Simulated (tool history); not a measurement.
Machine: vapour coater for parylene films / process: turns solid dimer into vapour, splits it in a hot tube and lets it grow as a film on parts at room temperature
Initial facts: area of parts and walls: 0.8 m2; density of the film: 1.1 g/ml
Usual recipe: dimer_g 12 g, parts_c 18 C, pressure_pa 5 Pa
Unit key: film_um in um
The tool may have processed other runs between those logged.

run   hour  dimer_g  parts_c  pressure_pa  film_um
  1      0       12       18            5     8.09
  2   11.6       12       25            5     5.79
  3   28.5       12       25            5     5.76
  4   41.7       12       25            5     5.77
  5   53.1       12       25            5     5.73
  6   60.7       12       25         2.22     6.42
  7   70.5       20       18            5    13.45
  8   80.3       20       18            5    13.44
  9   93.7       12       18         11.9     7.18
 10  106.7       12       18         11.9     7.19
     111.9  -- trap's valve overhauled
 11  124.4       12       18         11.9     7.11
 12  140.9       12       18         11.9     7.12
 13    157       12       15         4.88     9.27
 14  171.8       12       18          7.7      7.5
 15  184.5       12       18          7.7     7.52
     192.1  -- trap's valve overhauled, once more
 16  197.7        5       18          8.9     3.22
 17  205.3        6       12         5.46     5.52
 18  213.9        6       29         3.86     2.53
 19  229.9        6       18         2.84      4.5
 20  247.2       10       13         5.48     8.71
 21  259.1       12       22         2.72     7.43
 22  275.2        7       18         4.95     4.83
 23  284.3       14       15         5.86    10.97
 24  298.6       14       15         5.86     10.9

Alternative continuations, all from the tool just after run 24; predict every row:
  A  308.9        8       18         3.24        ?
  B  308.9       21       15         6.87        ?
  C  308.9        9       18         3.06        ?
  D  308.9        7       15         5.86        ?

run  film_um
  A     5.85
  B    16.13
  C     6.65
  D     5.47
Without the tool's hidden state the same runs would have given:
run  film_um
  A     5.89
  B    16.26
  C     6.71
  D     5.51

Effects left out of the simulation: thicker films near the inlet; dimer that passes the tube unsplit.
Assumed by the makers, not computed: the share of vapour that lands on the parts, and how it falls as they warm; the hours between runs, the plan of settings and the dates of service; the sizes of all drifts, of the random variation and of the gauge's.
